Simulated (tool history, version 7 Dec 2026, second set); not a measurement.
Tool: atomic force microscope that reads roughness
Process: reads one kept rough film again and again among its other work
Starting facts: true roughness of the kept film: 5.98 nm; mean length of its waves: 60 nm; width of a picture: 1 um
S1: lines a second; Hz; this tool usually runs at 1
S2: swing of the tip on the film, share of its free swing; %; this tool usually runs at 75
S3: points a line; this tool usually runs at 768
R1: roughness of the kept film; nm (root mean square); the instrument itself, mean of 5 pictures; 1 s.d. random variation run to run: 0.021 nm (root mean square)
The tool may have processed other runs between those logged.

run	hour	S1	S2	S3	R1
1	0	1	75	768	4.512
2	25.5	1.63	75	768	4.24
3	45.1	1	64	768	4.581
4	63.2	1	64	768	4.523
# hour 69.1: new tip fitted
5	87.1	0.6	75	768	5.304
6	101.3	0.59	75	768	5.234
7	129	0.59	75	768	5.149
# hour 131.7: height scale calibrated on a step standard
8	155.7	0.59	75	768	5.1
9	175.3	1	75	768	4.811
10	193.3	1	75	768	4.744
11	208.9	1	75	768	4.714
12	231.1	1	75	768	4.649
13	246	1	74	768	4.607
14	259.2	1	74	768	4.603
# hour 268.1: height scale calibrated on a step standard, once more
15	287.8	1.77	62	931	4.494
16	312.6	1.97	80	698	3.855
# hour 322: new tip fitted
17	330.2	1	76	489	5.067
18	351.6	1	76	489	5.001
19	375.7	1	76	489	4.917
20	398	1.1	75	512	4.805

Run 21 is up next; what results do you expect?
21	413.1	1.1	75	512	?

R1: 4.754 nm (root mean square)
Were there no unlogged condition in the tool, this run, its random variation unchanged, would have produced R1 5.105 nm (root mean square).
